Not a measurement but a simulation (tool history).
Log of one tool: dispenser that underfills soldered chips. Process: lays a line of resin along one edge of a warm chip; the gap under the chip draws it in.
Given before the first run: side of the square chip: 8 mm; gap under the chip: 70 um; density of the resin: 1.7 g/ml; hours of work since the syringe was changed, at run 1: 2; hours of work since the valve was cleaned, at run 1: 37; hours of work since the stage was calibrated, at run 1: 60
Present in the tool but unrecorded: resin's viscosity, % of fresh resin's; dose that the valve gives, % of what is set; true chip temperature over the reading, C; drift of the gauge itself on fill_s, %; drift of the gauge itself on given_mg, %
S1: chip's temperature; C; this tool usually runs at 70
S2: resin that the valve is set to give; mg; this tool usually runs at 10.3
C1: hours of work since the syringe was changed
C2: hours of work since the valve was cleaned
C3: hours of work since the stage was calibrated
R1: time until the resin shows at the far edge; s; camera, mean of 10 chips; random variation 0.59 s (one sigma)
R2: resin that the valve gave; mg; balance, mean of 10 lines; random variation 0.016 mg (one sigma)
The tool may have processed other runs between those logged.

{"run": 1, "hour": 0.0, "S1": 70, "S2": 10.3, "C1": 2, "C2": 37, "C3": 60, "R1": 63.1, "R2": 10.07}
{"run": 2, "hour": 5.5, "S1": 70, "S2": 10.3, "C1": 6, "C2": 41, "C3": 64, "R1": 89.9, "R2": 10.07}
{"hour": 9.8, "done": "dispensing valve cleaned and set on the balance"}
{"hour": 10.8, "done": "new syringe of resin"}
{"run": 3, "hour": 15.1, "S1": 70, "S2": 10.3, "C1": 3, "C2": 4, "C3": 70, "R1": 70, "R2": 10.29}
{"run": 4, "hour": 21.8, "S1": 70, "S2": 10.3, "C1": 9, "C2": 9, "C3": 75, "R1": 105.3, "R2": 10.24}
{"hour": 23.3, "done": "new syringe of resin"}
{"run": 5, "hour": 29.6, "S1": 70, "S2": 10.3, "C1": 5, "C2": 15, "C3": 81, "R1": 78.8, "R2": 10.24}
{"hour": 35.7, "done": "new syringe of resin"}
{"run": 6, "hour": 42.7, "S1": 70, "S2": 10.3, "C1": 5, "C2": 25, "C3": 91, "R1": 84, "R2": 10.18}
{"hour": 48.6, "done": "new syringe of resin"}
{"run": 7, "hour": 50.7, "S1": 70, "S2": 10.3, "C1": 2, "C2": 31, "C3": 97, "R1": 60.3, "R2": 10.14}
{"run": 8, "hour": 56.5, "S1": 70, "S2": 10.3, "C1": 6, "C2": 35, "C3": 102, "R1": 90.3, "R2": 10.14}
{"hour": 61.0, "done": "new syringe of resin"}
{"run": 9, "hour": 65.6, "S1": 70, "S2": 10.3, "C1": 4, "C2": 42, "C3": 108, "R1": 71.3, "R2": 10.1}
{"hour": 68.6, "done": "dispensing valve cleaned and set on the balance"}
{"run": 10, "hour": 73.3, "S1": 70, "S2": 10.3, "C1": 9, "C2": 4, "C3": 113, "R1": 110.5, "R2": 10.32}
{"hour": 74.8, "done": "new syringe of resin"}
{"run": 11, "hour": 79.1, "S1": 70, "S2": 10.3, "C1": 3, "C2": 8, "C3": 118, "R1": 70.5, "R2": 10.23}
{"run": 12, "hour": 85.2, "S1": 70, "S2": 10.3, "C1": 8, "C2": 13, "C3": 122, "R1": 107.4, "R2": 10.24}
{"hour": 87.8, "done": "new syringe of resin"}
{"run": 13, "hour": 95.6, "S1": 70, "S2": 10.8, "C1": 6, "C2": 20, "C3": 130, "R1": 87, "R2": 10.69}
{"hour": 100.9, "done": "new syringe of resin"}
{"run": 14, "hour": 107.2, "S1": 70, "S2": 10.3, "C1": 5, "C2": 29, "C3": 139, "R1": 81.2, "R2": 10.1}
{"hour": 113.5, "done": "new syringe of resin"}
{"run": 15, "hour": 115.0, "S1": 70, "S2": 9.9, "C1": 1, "C2": 35, "C3": 145, "R1": 60.1, "R2": 9.71}
{"run": 16, "hour": 120.7, "S1": 70, "S2": 9.9, "C1": 6, "C2": 39, "C3": 149, "R1": 87.1, "R2": 9.65}
{"hour": 126.1, "done": "new syringe of resin"}
{"hour": 127.1, "done": "dispensing valve cleaned and set on the balance"}
{"run": 17, "hour": 131.3, "S1": 70, "S2": 10.3, "C1": 3, "C2": 3, "C3": 156, "R1": 69.5, "R2": 10.31}
{"hour": 139.7, "done": "new syringe of resin"}
{"run": 18, "hour": 141.0, "S1": 70, "S2": 10.3, "C1": 1, "C2": 11, "C3": 163, "R1": 57.8, "R2": 10.2}
{"run": 19, "hour": 148.6, "S1": 63, "S2": 10.3, "C1": 7, "C2": 16, "C3": 169, "R1": 137.9, "R2": 10.2}
{"hour": 153.0, "done": "new syringe of resin"}
{"run": 20, "hour": 158.4, "S1": 79, "S2": 9.8, "C1": 4, "C2": 24, "C3": 177, "R1": 51, "R2": 9.65}
{"hour": 166.1, "done": "new syringe of resin"}
{"run": 21, "hour": 170.4, "S1": 70, "S2": 10.8, "C1": 3, "C2": 33, "C3": 186, "R1": 71.3, "R2": 10.61}
{"hour": 179.1, "done": "new syringe of resin"}
{"run": 22, "hour": 181.4, "S1": 76, "S2": 11.3, "C1": 2, "C2": 41, "C3": 194, "R1": 46.4, "R2": 11.04}
{"hour": 185.0, "done": "dispensing valve cleaned and set on the balance"}
{"run": 23, "hour": 189.5, "S1": 76, "S2": 11.3, "C1": 7, "C2": 3, "C3": 199, "R1": 71, "R2": 11.29}
{"hour": 192.9, "done": "new syringe of resin"}
{"run": 24, "hour": 202.8, "S1": 66, "S2": 11.7, "C1": 8, "C2": 13, "C3": 209, "R1": 124.2, "R2": 11.63}
{"hour": 205.7, "done": "new syringe of resin"}
{"run": 25, "hour": 211.3, "S1": 68, "S2": 10.2, "C1": 4, "C2": 20, "C3": 216, "R1": 88.9, "R2": 10.11}
{"hour": 218.4, "done": "new syringe of resin"}
{"run": 26, "hour": 219.2, "S1": 64, "S2": 12.3, "C1": 1, "C2": 26, "C3": 222, "R1": 75.7, "R2": 12.15}
{"run": 27, "hour": 224.8, "S1": 73, "S2": 9.3, "C1": 5, "C2": 30, "C3": 226, "R1": 72.5, "R2": 9.15}
{"hour": 231.8, "done": "new syringe of resin"}
{"run": 28, "hour": 235.4, "S1": 68, "S2": 13.1, "C1": 3, "C2": 38, "C3": 234, "R1": 74.2, "R2": 12.85}
{"hour": 243.1, "done": "dispensing valve cleaned and set on the balance"}
{"hour": 245.4, "done": "new syringe of resin"}
{"run": 29, "hour": 249.6, "S1": 62, "S2": 10.2, "C1": 3, "C2": 5, "C3": 244, "R1": 110.1, "R2": 10.16}
{"hour": 258.3, "done": "new syringe of resin"}
{"run": 30, "hour": 260.2, "S1": 82, "S2": 9.5, "C1": 1, "C2": 13, "C3": 252, "R1": 36.2, "R2": 9.4}
{"hour": 271.5, "done": "new syringe of resin"}
{"run": 31, "hour": 273.1, "S1": 82, "S2": 9.5, "C1": 1, "C2": 22, "C3": 261, "R1": 34.2, "R2": 9.39}
{"run": 32, "hour": 279.3, "S1": 82, "S2": 9.5, "C1": 6, "C2": 27, "C3": 266, "R1": 50.5, "R2": 9.36}
{"hour": 283.9, "done": "new syringe of resin"}
{"run": 33, "hour": 290.6, "S1": 62, "S2": 10.5, "C1": 5, "C2": 36, "C3": 275, "R1": 130.8, "R2": 10.28}
{"hour": 296.8, "done": "new syringe of resin"}
{"hour": 301.8, "done": "dispensing valve cleaned and set on the balance"}
{"run": 34, "hour": 302.8, "S1": 62, "S2": 11.4, "C1": 4, "C2": 1, "C3": 283, "R1": 114, "R2": 11.41}
{"run": 35, "hour": 308.4, "S1": 76, "S2": 11.4, "C1": 8, "C2": 5, "C3": 287, "R1": 79.2, "R2": 11.37}

Some steps in R1 between neighbouring runs. How much of each would the tool show without its hidden state too (settings, what came in, random variation), and how much is left for the hidden state, with any gauge scatter that isn't in both results?
Run 10 -> 11: new syringe of resin. R1 -40 s: hidden state -39.4, all else -0.6.
Run 18 -> 19: S1 70 -> 63. R1 +80.1 s: hidden state +57.3, all else +22.8.
Run 19 -> 20: S1 63 -> 79, S2 10.3 -> 9.8, new syringe of resin. R1 -86.9 s: hidden state -47, all else -39.9.
Run 32 -> 33: S1 82 -> 62, S2 9.5 -> 10.5, new syringe of resin. R1 +80.3 s: hidden state +31.9, all else +48.4.
